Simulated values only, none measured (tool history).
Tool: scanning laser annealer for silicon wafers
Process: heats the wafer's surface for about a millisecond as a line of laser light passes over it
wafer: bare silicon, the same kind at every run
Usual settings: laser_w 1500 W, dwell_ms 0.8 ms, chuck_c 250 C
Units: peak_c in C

run 1 hour=0 | laser_w=1500 dwell_ms=0.8 chuck_c=250 | peak_c=988
run 2 hour=13.7 | laser_w=1500 dwell_ms=0.719 chuck_c=250 | peak_c=947
run 3 hour=27.6 | laser_w=1500 dwell_ms=0.719 chuck_c=282 | peak_c=975
run 4 hour=38.1 | laser_w=1500 dwell_ms=0.8 chuck_c=250 | peak_c=986
run 5 hour=48.5 | laser_w=1500 dwell_ms=0.8 chuck_c=250 | peak_c=986
run 6 hour=56 | laser_w=1500 dwell_ms=0.8 chuck_c=250 | peak_c=986
run 7 hour=67.8 | laser_w=1500 dwell_ms=0.8 chuck_c=250 | peak_c=989
run 8 hour=84.7 | laser_w=1500 dwell_ms=0.8 chuck_c=250 | peak_c=989
run 9 hour=95.3 | laser_w=1500 dwell_ms=0.8 chuck_c=269 | peak_c=1004
run 10 hour=110.1 | laser_w=1500 dwell_ms=0.8 chuck_c=250 | peak_c=987
run 11 hour=123.5 | laser_w=1500 dwell_ms=0.8 chuck_c=249 | peak_c=986
run 12 hour=132.3 | laser_w=1615 dwell_ms=0.8 chuck_c=250 | peak_c=1045
run 13 hour=142.3 | laser_w=1615 dwell_ms=0.8 chuck_c=250 | peak_c=1049
run 14 hour=160 | laser_w=1615 dwell_ms=0.8 chuck_c=250 | peak_c=1042
run 15 hour=172.4 | laser_w=1500 dwell_ms=0.8 chuck_c=250 | peak_c=988
run 16 hour=180.8 | laser_w=1500 dwell_ms=0.694 chuck_c=250 | peak_c=930
run 17 hour=194 | laser_w=1500 dwell_ms=0.844 chuck_c=250 | peak_c=1006
run 18 hour=205.7 | laser_w=1500 dwell_ms=0.844 chuck_c=250 | peak_c=1010
run 19 hour=217.3 | laser_w=1500 dwell_ms=0.844 chuck_c=250 | peak_c=1012
run 20 hour=231.9 | laser_w=1419 dwell_ms=0.752 chuck_c=262 | peak_c=937
run 21 hour=242 | laser_w=1419 dwell_ms=0.752 chuck_c=217 | peak_c=889
run 22 hour=259.2 | laser_w=1333 dwell_ms=0.752 chuck_c=217 | peak_c=847
run 23 hour=270.3 | laser_w=1500 dwell_ms=0.594 chuck_c=281 | peak_c=903
run 24 hour=284.3 | laser_w=1500 dwell_ms=0.594 chuck_c=281 | peak_c=904
run 25 hour=300 | laser_w=1500 dwell_ms=0.594 chuck_c=281 | peak_c=902
run 26 hour=313 | laser_w=1333 dwell_ms=0.8 chuck_c=250 | peak_c=906
-- hour=327.2 optics aligned, line set to its width
run 27 hour=335.6 | laser_w=1500 dwell_ms=0.856 chuck_c=250 | peak_c=1019
run 28 hour=346.4 | laser_w=1500 dwell_ms=0.856 chuck_c=279 | peak_c=1040
run 29 hour=364.3 | laser_w=1500 dwell_ms=0.856 chuck_c=279 | peak_c=1042
run 30 hour=379.4 | laser_w=1455 dwell_ms=0.658 chuck_c=279 | peak_c=918
run 31 hour=394.2 | laser_w=1455 dwell_ms=0.658 chuck_c=279 | peak_c=919
run 32 hour=402.1 | laser_w=1500 dwell_ms=0.809 chuck_c=231 | peak_c=972
run 33 hour=418.3 | laser_w=1462 dwell_ms=0.8 chuck_c=238 | peak_c=954
-- hour=429.4 window over the wafer cleaned
run 34 hour=434.3 | laser_w=1462 dwell_ms=0.8 chuck_c=238 | peak_c=955
run 35 hour=448.6 | laser_w=1508 dwell_ms=0.594 chuck_c=234 | peak_c=858
run 36 hour=457.9 | laser_w=1397 dwell_ms=0.696 chuck_c=225 | peak_c=860

Forecast each of these 4 alternatives for the next run:
run A hour=471.7 | laser_w=1524 dwell_ms=0.961 chuck_c=225 | peak_c=?
run B hour=471.7 | laser_w=1448 dwell_ms=0.734 chuck_c=282 | peak_c=?
run C hour=471.7 | laser_w=1597 dwell_ms=0.822 chuck_c=269 | peak_c=?
run D hour=471.7 | laser_w=1500 dwell_ms=0.662 chuck_c=258 | peak_c=?

run=A peak_c=1057
run=B peak_c=960
run=C peak_c=1069
run=D peak_c=922
Without the tool's hidden state the same runs would have given:
run=A peak_c=1058
run=B peak_c=960
run=C peak_c=1069
run=D peak_c=922
